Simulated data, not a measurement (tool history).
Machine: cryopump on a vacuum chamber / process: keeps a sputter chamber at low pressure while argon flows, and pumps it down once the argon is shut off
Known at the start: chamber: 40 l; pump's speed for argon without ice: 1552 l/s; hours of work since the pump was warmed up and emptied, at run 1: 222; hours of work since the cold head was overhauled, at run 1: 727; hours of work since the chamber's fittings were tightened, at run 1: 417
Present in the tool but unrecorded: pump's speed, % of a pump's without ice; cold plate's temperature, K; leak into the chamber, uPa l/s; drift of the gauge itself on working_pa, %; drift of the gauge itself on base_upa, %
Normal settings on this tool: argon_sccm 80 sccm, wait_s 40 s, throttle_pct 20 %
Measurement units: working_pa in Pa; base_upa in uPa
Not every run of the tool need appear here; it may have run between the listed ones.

run	hour	argon_sccm	wait_s	throttle_pct	hours of work since the pump was warmed up and emptied	hours of work since the cold head was overhauled	hours of work since the chamber's fittings were tightened	working_pa	base_upa
1	0.0	80	40	20	222	727	417	0.4555	2.18
2	53.8	80	40	20	260	765	455	0.4635	2.24
3	94.2	80	40	20	289	794	484	0.4621	2.26
4	137.3	80	40	20	320	824	514	0.4625	2.32
5	164.2	80	40	20	339	843	533	0.4668	2.33
6	190.3	80	40	20	357	862	552	0.4697	2.31
7	215.0	80	40	20	375	880	570	0.4718	2.41
8	244.5	80	40	20	396	901	591	0.4752	2.42
9	295.4	80	40	20	432	937	627	0.4787	2.44
10	323.1	80	22	20	452	956	646	0.4835	3.86
# hour 356.3: pump warmed up, emptied and cooled again
11	358.0	80	22	20	1	978	668	0.4354	3.55
12	394.8	80	22	20	27	1004	694	0.4382	3.49
13	434.5	50	40	20	56	1032	722	0.2763	2.28
14	464.2	80	40	20	77	1053	743	0.4419	2.26
15	521.7	80	40	22	118	1094	784	0.4060	2.31
16	561.8	80	40	22	146	1122	812	0.4111	2.39
17	614.1	85	40	20	183	1160	850	0.4788	2.50
18	664.9	45	62	20	219	1196	886	0.2566	1.96
19	706.5	32	198	20	249	1225	915	0.1829	1.28
20	735.0	91	198	49	269	1246	936	0.2290	1.38
21	769.4	91	198	49	294	1270	960	0.2326	1.37
22	821.3	119	156	30	330	1307	997	0.4761	1.48
23	869.0	119	156	30	364	1341	1031	0.4790	1.60

The next listed run, before its measurement:
24	915.8	119	156	30	398	1374	1064	?	?

{"run 24": {"working_pa": 0.4881, "base_upa": 1.7}}
Had the tool carried no hidden state, the very same run would have given working_pa 0.4305 Pa, base_upa 0.61 uPa.

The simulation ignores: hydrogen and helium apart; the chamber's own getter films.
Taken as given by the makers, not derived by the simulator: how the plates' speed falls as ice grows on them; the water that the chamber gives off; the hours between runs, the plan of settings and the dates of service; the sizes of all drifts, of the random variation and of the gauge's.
